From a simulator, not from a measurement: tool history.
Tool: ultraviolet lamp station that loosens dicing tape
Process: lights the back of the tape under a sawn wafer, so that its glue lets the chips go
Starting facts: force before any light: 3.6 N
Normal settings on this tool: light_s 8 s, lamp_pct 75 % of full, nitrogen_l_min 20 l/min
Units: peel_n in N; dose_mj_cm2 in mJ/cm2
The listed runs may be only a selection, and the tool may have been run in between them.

run 1 hour=0.0 | light_s=8 lamp_pct=75 nitrogen_l_min=20 | peel_n=0.254 dose_mj_cm2=337
run 2 hour=26.9 | light_s=8 lamp_pct=75 nitrogen_l_min=20 | peel_n=0.255 dose_mj_cm2=329
run 3 hour=42.2 | light_s=8 lamp_pct=75 nitrogen_l_min=20 | peel_n=0.259 dose_mj_cm2=325
run 4 hour=73.4 | light_s=8 lamp_pct=75 nitrogen_l_min=20 | peel_n=0.269 dose_mj_cm2=322
run 5 hour=94.5 | light_s=8 lamp_pct=75 nitrogen_l_min=10 | peel_n=0.440 dose_mj_cm2=316
run 6 hour=126.2 | light_s=8 lamp_pct=75 nitrogen_l_min=10 | peel_n=0.449 dose_mj_cm2=320
run 7 hour=142.6 | light_s=8 lamp_pct=71 nitrogen_l_min=20 | peel_n=0.315 dose_mj_cm2=294
run 8 hour=164.6 | light_s=8 lamp_pct=71 nitrogen_l_min=20 | peel_n=0.314 dose_mj_cm2=289
run 9 hour=182.4 | light_s=8 lamp_pct=71 nitrogen_l_min=20 | peel_n=0.328 dose_mj_cm2=288
-- hour=190.2 window cleaned of glue's vapour
run 10 hour=198.4 | light_s=9 lamp_pct=75 nitrogen_l_min=20 | peel_n=0.255 dose_mj_cm2=314
run 11 hour=227.7 | light_s=9 lamp_pct=75 nitrogen_l_min=20 | peel_n=0.284 dose_mj_cm2=310
run 12 hour=241.7 | light_s=8 lamp_pct=75 nitrogen_l_min=20 | peel_n=0.376 dose_mj_cm2=279
run 13 hour=257.2 | light_s=8 lamp_pct=75 nitrogen_l_min=20 | peel_n=0.368 dose_mj_cm2=279
run 14 hour=290.2 | light_s=8 lamp_pct=75 nitrogen_l_min=20 | peel_n=0.388 dose_mj_cm2=273
run 15 hour=320.6 | light_s=8 lamp_pct=75 nitrogen_l_min=20 | peel_n=0.380 dose_mj_cm2=264
run 16 hour=348.5 | light_s=8 lamp_pct=75 nitrogen_l_min=20 | peel_n=0.398 dose_mj_cm2=262
-- hour=354.7 window cleaned of glue's vapour, once more
run 17 hour=363.2 | light_s=8 lamp_pct=75 nitrogen_l_min=21 | peel_n=0.258 dose_mj_cm2=319
run 18 hour=392.7 | light_s=6 lamp_pct=75 nitrogen_l_min=20 | peel_n=0.463 dose_mj_cm2=241
run 19 hour=412.3 | light_s=6 lamp_pct=75 nitrogen_l_min=20 | peel_n=0.472 dose_mj_cm2=236
run 20 hour=445.7 | light_s=6 lamp_pct=75 nitrogen_l_min=20 | peel_n=0.487 dose_mj_cm2=235
run 21 hour=479.2 | light_s=6 lamp_pct=75 nitrogen_l_min=20 | peel_n=0.528 dose_mj_cm2=226
run 22 hour=503.4 | light_s=6 lamp_pct=75 nitrogen_l_min=20 | peel_n=0.518 dose_mj_cm2=230
run 23 hour=530.4 | light_s=12 lamp_pct=85 nitrogen_l_min=8 | peel_n=0.207 dose_mj_cm2=508
run 24 hour=551.8 | light_s=12 lamp_pct=63 nitrogen_l_min=32 | peel_n=0.170 dose_mj_cm2=372
run 25 hour=581.7 | light_s=12 lamp_pct=63 nitrogen_l_min=32 | peel_n=0.162 dose_mj_cm2=367
run 26 hour=611.2 | light_s=13 lamp_pct=63 nitrogen_l_min=21 | peel_n=0.179 dose_mj_cm2=388

What will run 27 give?
run 27 hour=625.7 | light_s=9 lamp_pct=75 nitrogen_l_min=20 | peel_n=? dose_mj_cm2=?

{"run 27": {"peel_n": 0.272, "dose_mj_cm2": 318}}
Take away the tool's hidden state, keep the run-to-run variation as it was, and the same run would have given peel_n 0.167 N, dose_mj_cm2 418 mJ/cm2.
